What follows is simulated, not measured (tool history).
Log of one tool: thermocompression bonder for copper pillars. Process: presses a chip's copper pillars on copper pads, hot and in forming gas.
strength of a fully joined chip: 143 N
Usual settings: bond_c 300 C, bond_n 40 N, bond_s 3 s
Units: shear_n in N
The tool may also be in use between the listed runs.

run     day  bond_c  bond_n  bond_s  shear_n
  1       0     300      40       3     47.8
  2   1.017     300      40       3     46.4
  3   2.275     300      40       3     47.3
  4   3.283     300      40       3     47.4
  5   5.267     300      40       3     46.1
  6   6.646     300      40       3     46.5
  7   8.096     300      40       6     60.7
  8   9.883     300      40       6     59.2
     10.117  -- forming gas filter changed
  9  11.054     300      40       6     63.5
 10  12.021     300      40       6     61.6
 11  13.225     300      24       6     44.2
 12  14.546     300      24       6     43.6
     15.742  -- force cell calibrated
 13  15.742     300      40       2     38.1
 14  17.796     300      40       3     45.4
 15  20.129     280      40       3     31.9
 16  22.121     280      40       3     31.9
 17  23.954     317      43       6     75.7
 18  25.392     282      40       9     53.3
 19  26.354     313      35       9     74.3
 20  28.254     313      35       9     74.1
     29.175  -- forming gas filter changed
 21  29.283     327      35       2     50.9
 22  30.275     327      35       2     51.9
 23  32.117     317      45       6     78.8
 24  34.025     317      47       4     70.8
 25  35.592     317      44       3     59.5
 26  37.704     281      44       3     34.4
 27  38.938     320      37       3     55.7
 28  40.271     324      40       8     87.2

3 ways to go on from here, each from the tool as it stands after run 28. What would each give?
     41.746  -- heater calibrated with a thermocouple chip
  A  42.308     300      40       5        ?
     41.746  -- heater calibrated with a thermocouple chip
  B  42.308     324      40       3        ?
     41.746  -- heater calibrated with a thermocouple chip
  C  42.308     288      40       3        ?

run  shear_n
  A     62.2
  B     67.6
  C     40.8
Without the tool's hidden state the same runs would have given:
run  shear_n
  A     62.5
  B       68
  C     40.9
